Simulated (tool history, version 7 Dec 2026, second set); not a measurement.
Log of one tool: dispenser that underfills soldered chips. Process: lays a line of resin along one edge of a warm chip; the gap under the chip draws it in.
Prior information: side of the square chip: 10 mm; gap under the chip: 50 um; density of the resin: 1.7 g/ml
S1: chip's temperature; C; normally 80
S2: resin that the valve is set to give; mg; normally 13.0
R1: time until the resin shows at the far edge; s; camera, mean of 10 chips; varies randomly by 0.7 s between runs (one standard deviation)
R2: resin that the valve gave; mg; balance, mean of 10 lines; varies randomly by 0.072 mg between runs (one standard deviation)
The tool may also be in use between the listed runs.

Run 1, hour 0.0: usual settings. Result: R1 67.6 s, R2 12.17 mg.
Run 2, hour 4.2: usual settings. Result: R1 85.1 s, R2 12.26 mg.
Run 3, hour 9.4: usual settings. Result: R1 108.1 s, R2 12.18 mg.
At hour 12.5: new syringe of resin.
Run 4, hour 12.5: usual settings. Result: R1 62.7 s, R2 12.25 mg.
Run 5, hour 17.9: usual settings but S2 11.4 mg. Result: R1 85.6 s, R2 10.65 mg.
Run 6, hour 22.2: usual settings but S2 11.4 mg. Result: R1 106.4 s, R2 10.53 mg.
At hour 26.2: new syringe of resin.
Run 7, hour 26.8: usual settings but S2 11.4 mg. Result: R1 67.1 s, R2 10.52 mg.
Run 8, hour 30.4: usual settings but S2 11.4 mg. Result: R1 79.6 s, R2 10.54 mg.
At hour 34.5: dispensing valve cleaned and set on the balance.
Run 9, hour 35.8: usual settings but S1 79 C. Result: R1 98.2 s, R2 12.96 mg.
Run 10, hour 40.2: usual settings but S1 79 C. Result: R1 124.0 s, R2 12.88 mg.
At hour 41.1: new syringe of resin.
Run 11, hour 43.5: usual settings. Result: R1 70.7 s, R2 12.98 mg.
Run 12, hour 48.2: usual settings. Result: R1 88.8 s, R2 12.80 mg.
Run 13, hour 52.3: usual settings but S1 75 C. Result: R1 127.3 s, R2 12.84 mg.
At hour 54.9: new syringe of resin.
Run 14, hour 58.8: usual settings. Result: R1 75.8 s, R2 12.76 mg.
Run 15, hour 61.7: usual settings. Result: R1 87.0 s, R2 12.63 mg.
Run 16, hour 66.3: usual settings. Result: R1 110.3 s, R2 12.86 mg.
At hour 68.7: new syringe of resin.
Run 17, hour 70.8: usual settings. Result: R1 70.3 s, R2 12.66 mg.
Run 18, hour 75.4: usual settings. Result: R1 88.9 s, R2 12.75 mg.
Run 19, hour 79.6: usual settings. Result: R1 109.6 s, R2 12.52 mg.
At hour 82.4: new syringe of resin.
Run 20, hour 83.2: usual settings. Result: R1 62.7 s, R2 12.63 mg.
Run 21, hour 89.2: usual settings. Result: R1 87.9 s, R2 12.44 mg.
Run 22, hour 93.6: usual settings but S1 65 C, S2 12.7 mg. Result: R1 169.4 s, R2 12.14 mg.
At hour 95.9: new syringe of resin.
Run 23, hour 98.4: usual settings but S1 71 C, S2 15.2 mg. Result: R1 90.9 s, R2 14.66 mg.
Run 24, hour 101.9: usual settings but S1 88 C, S2 15.2 mg. Result: R1 67.9 s, R2 14.45 mg.
Run 25, hour 107.9: usual settings but S1 88 C, S2 15.2 mg. Result: R1 91.1 s, R2 14.44 mg.
At hour 109.5: new syringe of resin.
Run 26, hour 110.8: usual settings but S1 78 C, S2 11.6 mg. Result: R1 72.4 s, R2 11.07 mg.
Run 27, hour 113.8: usual settings but S1 78 C, S2 16.9 mg. Result: R1 81.0 s, R2 16.13 mg.
Run 28, hour 118.2: usual settings but S1 78 C, S2 16.9 mg. Result: R1 102.0 s, R2 15.96 mg.
Run 29, hour 122.3: usual settings but S1 91 C, S2 13.2 mg. Result: R1 88.0 s, R2 12.60 mg.
At hour 123.1: new syringe of resin.
Run 30, hour 126.2: usual settings but S1 91 C, S2 12.5 mg. Result: R1 54.4 s, R2 11.77 mg.
Run 31, hour 130.2: usual settings but S1 85 C, S2 16.0 mg. Result: R1 75.8 s, R2 15.06 mg.
Run 32, hour 135.7: usual settings but S2 15.1 mg. Result: R1 115.4 s, R2 14.08 mg.
At hour 136.7: new syringe of resin.
Run 33, hour 141.3: usual settings but S1 76 C, S2 12.4 mg. Result: R1 91.4 s, R2 11.47 mg.
Run 34, hour 146.7: usual settings but S1 76 C, S2 12.4 mg. Result: R1 118.5 s, R2 11.54 mg.
At hour 150.3: new syringe of resin.
Run 35, hour 152.4: usual settings but S1 90 C, S2 11.1 mg. Result: R1 56.2 s, R2 10.23 mg.

Each row is a separate what-if for the run after 35, all from the same tool condition, not one after another. Results?
At hour 156.9: dispensing valve cleaned and set on the balance.
Run A, hour 157.7: usual settings but S1 68 C, S2 11.3 mg. Result: R1 ?, R2 ?.
At hour 156.9: dispensing valve cleaned and set on the balance.
Run B, hour 157.7: usual settings but S1 70 C, S2 11.8 mg. Result: R1 ?, R2 ?.
At hour 156.9: dispensing valve cleaned and set on the balance.
Run C, hour 157.7: usual settings but S1 82 C, S2 14.4 mg. Result: R1 ?, R2 ?.

run     R1     R2
  A  125.0  11.23
  B  115.9  11.77
  C   80.3  14.32
Stripped of hidden state, with their random variation kept, the same runs would have yielded:
run    R1     R2
  A  91.6  11.24
  B  85.0  11.78
  C  58.9  14.33
